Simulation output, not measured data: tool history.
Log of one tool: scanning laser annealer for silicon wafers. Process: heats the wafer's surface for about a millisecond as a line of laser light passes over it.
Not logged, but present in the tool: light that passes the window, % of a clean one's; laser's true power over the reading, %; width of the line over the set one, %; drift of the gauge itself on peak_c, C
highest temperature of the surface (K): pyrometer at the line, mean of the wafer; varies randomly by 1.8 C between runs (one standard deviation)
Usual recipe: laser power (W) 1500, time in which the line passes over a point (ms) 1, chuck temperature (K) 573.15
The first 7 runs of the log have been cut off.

run    hour  laser power (W)  time in which the line passes over a point (ms)  chuck temperature (K)  hours of work since the window was cleaned  hours of work since the power meter was calibrated  hours of work since the optics were aligned  highest temperature of the surface (K)
  8   374.5             1500                                                1                 573.15                                         269                                                1492                                          582                                 1275.15
  9   445.7             1500                                                1                 573.15                                         310                                                1534                                          623                                 1270.15
 10   482.7             1500                                                1                 573.15                                         332                                                1556                                          645                                 1268.15
 11   538.6             1500                                                1                 573.15                                         364                                                1588                                          678                                 1268.15
 12   581.5             1500                                                1                 573.15                                         389                                                1613                                          703                                 1268.15
 13   639.9             1500                                                1                 573.15                                         424                                                1647                                          737                                 1264.15
 14   704.9             1500                                                1                 573.15                                         461                                                1685                                          775                                 1261.15
 15   758.7             1500                                                1                 573.15                                         493                                                1717                                          806                                 1261.15
 16   825.8             1500                                             0.95                 573.15                                         532                                                1756                                          845                                 1240.15
 17   889.6             1500                                             1.12                 563.15                                         569                                                1793                                          883                                 1285.15
 18     927             1500                                             1.12                 563.15                                         591                                                1815                                          905                                 1283.15
 19   989.7             1500                                             0.84                 573.15                                         628                                                1852                                          941                                 1197.15
 20  1044.6             1344                                                1                 571.15                                         660                                                1884                                          973                                 1159.15
 21    1117             1344                                                1                 571.15                                         702                                                1926                                         1016                                 1154.15
 22  1165.9             1450                                                1                 573.15                                         731                                                1955                                         1044                                 1218.15
 23    1204             1496                                                1                 573.15                                         753                                                1977                                         1066                                 1239.15
 24  1266.8             1313                                             0.79                 573.15                                         790                                                2014                                         1103                                 1077.15
     1278.9  -- window over the wafer cleaned
     1322.6  -- optics aligned, line set to its width
 25  1330.1             1313                                             1.21                 599.15                                          27                                                2046                                            4                                 1264.15
 26  1389.4             1461                                             0.72                 607.15                                          62                                                2081                                           39                                 1195.15
 27  1435.9             1461                                             0.72                 607.15                                          89                                                2108                                           66                                 1194.15
 28  1492.1             1500                                             0.78                 573.15                                         122                                                2141                                           99                                 1203.15
 29  1557.7             1432                                             0.84                 606.15                                         160                                                2179                                          137                                 1219.15
 30  1596.4             1618                                                1                 606.15                                         183                                                2202                                          160                                 1382.15

Alternative continuations, all from the tool just after run 30; predict every row:
  A  1650.6             1304                                             0.78                 549.15                                         214                                                2234                                          192                                       ?
  B  1650.6             1618                                              1.2                 578.15                                         214                                                2234                                          192                                       ?
  C  1650.6             1415                                             0.81                 544.15                                         214                                                2234                                          192                                       ?
  D  1650.6             1618                                                1                 542.15                                         214                                                2234                                          192                                       ?
  E  1650.6             1342                                                1                 606.15                                         214                                                2234                                          192                                       ?

run  highest temperature of the surface (K)
  A                                 1068.15
  B                                 1424.15
  C                                 1132.15
  D                                 1317.15
  E                                 1219.15
Had the tool no hidden state, the same runs would have come out as:
run  highest temperature of the surface (K)
  A                                 1086.15
  B                                 1453.15
  C                                 1152.15
  D                                 1343.15
  E                                 1240.15
